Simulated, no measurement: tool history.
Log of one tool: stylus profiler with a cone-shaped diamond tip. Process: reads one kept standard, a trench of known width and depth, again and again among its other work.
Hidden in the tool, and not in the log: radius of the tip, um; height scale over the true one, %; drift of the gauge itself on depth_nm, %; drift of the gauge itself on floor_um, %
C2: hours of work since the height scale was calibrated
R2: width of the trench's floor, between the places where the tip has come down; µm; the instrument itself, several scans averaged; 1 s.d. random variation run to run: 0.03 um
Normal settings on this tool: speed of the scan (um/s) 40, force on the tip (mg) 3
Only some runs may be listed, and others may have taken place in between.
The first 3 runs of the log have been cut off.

{"run": 4, "hour": 82.4, "speed of the scan (um/s)": 49, "force on the tip (mg)": 3, "scans with this tip": 619, "C2": 48, "depth of the trench (nm)": 510.1, "R2": 15.35}
{"run": 5, "hour": 105.9, "speed of the scan (um/s)": 49, "force on the tip (mg)": 3, "scans with this tip": 754, "C2": 58, "depth of the trench (nm)": 510.04, "R2": 15.31}
{"run": 6, "hour": 124.6, "speed of the scan (um/s)": 49, "force on the tip (mg)": 3, "scans with this tip": 862, "C2": 67, "depth of the trench (nm)": 509.93, "R2": 15.24}
{"run": 7, "hour": 142.2, "speed of the scan (um/s)": 40, "force on the tip (mg)": 3, "scans with this tip": 963, "C2": 74, "depth of the trench (nm)": 509.8, "R2": 15.34}
{"run": 8, "hour": 174.5, "speed of the scan (um/s)": 40, "force on the tip (mg)": 3, "scans with this tip": 1148, "C2": 89, "depth of the trench (nm)": 509.87, "R2": 15.31}
{"run": 9, "hour": 210.0, "speed of the scan (um/s)": 91, "force on the tip (mg)": 3, "scans with this tip": 1353, "C2": 105, "depth of the trench (nm)": 510.05, "R2": 15.04}
{"run": 10, "hour": 239.0, "speed of the scan (um/s)": 91, "force on the tip (mg)": 3, "scans with this tip": 1520, "C2": 117, "depth of the trench (nm)": 510.07, "R2": 15.03}
{"run": 11, "hour": 258.8, "speed of the scan (um/s)": 40, "force on the tip (mg)": 3, "scans with this tip": 1634, "C2": 126, "depth of the trench (nm)": 509.82, "R2": 15.24}
{"run": 12, "hour": 281.7, "speed of the scan (um/s)": 40, "force on the tip (mg)": 3, "scans with this tip": 1765, "C2": 136, "depth of the trench (nm)": 509.89, "R2": 15.21}
{"run": 13, "hour": 318.7, "speed of the scan (um/s)": 40, "force on the tip (mg)": 3, "scans with this tip": 1978, "C2": 153, "depth of the trench (nm)": 509.89, "R2": 15.21}
{"run": 14, "hour": 348.6, "speed of the scan (um/s)": 40, "force on the tip (mg)": 3, "scans with this tip": 2151, "C2": 166, "depth of the trench (nm)": 509.88, "R2": 15.2}
{"run": 15, "hour": 370.5, "speed of the scan (um/s)": 40, "force on the tip (mg)": 3, "scans with this tip": 2276, "C2": 176, "depth of the trench (nm)": 509.72, "R2": 15.11}
{"run": 16, "hour": 404.9, "speed of the scan (um/s)": 40, "force on the tip (mg)": 3, "scans with this tip": 2474, "C2": 191, "depth of the trench (nm)": 509.94, "R2": 15.12}
{"run": 17, "hour": 432.7, "speed of the scan (um/s)": 40, "force on the tip (mg)": 3, "scans with this tip": 2634, "C2": 204, "depth of the trench (nm)": 509.67, "R2": 15.06}
{"run": 18, "hour": 466.5, "speed of the scan (um/s)": 40, "force on the tip (mg)": 3, "scans with this tip": 2829, "C2": 219, "depth of the trench (nm)": 509.86, "R2": 15.06}
{"run": 19, "hour": 487.0, "speed of the scan (um/s)": 40, "force on the tip (mg)": 3, "scans with this tip": 2947, "C2": 228, "depth of the trench (nm)": 509.81, "R2": 15.04}
{"run": 20, "hour": 518.7, "speed of the scan (um/s)": 40, "force on the tip (mg)": 3, "scans with this tip": 3129, "C2": 242, "depth of the trench (nm)": 509.68, "R2": 14.98}
{"run": 21, "hour": 548.3, "speed of the scan (um/s)": 40, "force on the tip (mg)": 3, "scans with this tip": 3299, "C2": 255, "depth of the trench (nm)": 509.47, "R2": 15.03}
{"run": 22, "hour": 580.0, "speed of the scan (um/s)": 40, "force on the tip (mg)": 3, "scans with this tip": 3482, "C2": 269, "depth of the trench (nm)": 509.71, "R2": 14.94}
{"run": 23, "hour": 617.9, "speed of the scan (um/s)": 40, "force on the tip (mg)": 3, "scans with this tip": 3700, "C2": 286, "depth of the trench (nm)": 509.57, "R2": 15.0}
{"run": 24, "hour": 634.5, "speed of the scan (um/s)": 40, "force on the tip (mg)": 3, "scans with this tip": 3796, "C2": 293, "depth of the trench (nm)": 509.63, "R2": 14.9}

Run 25 has not been measured yet. What should we expect?
{"run": 25, "hour": 652.6, "speed of the scan (um/s)": 40, "force on the tip (mg)": 3, "scans with this tip": 3900, "C2": 301, "depth of the trench (nm)": "?", "R2": "?"}

Run 25 gave depth of the trench (nm) 509.52, R2 14.91 µm.
Had the tool carried no hidden state, the very same run would have given depth of the trench (nm) 509.61, R2 15.47 µm.
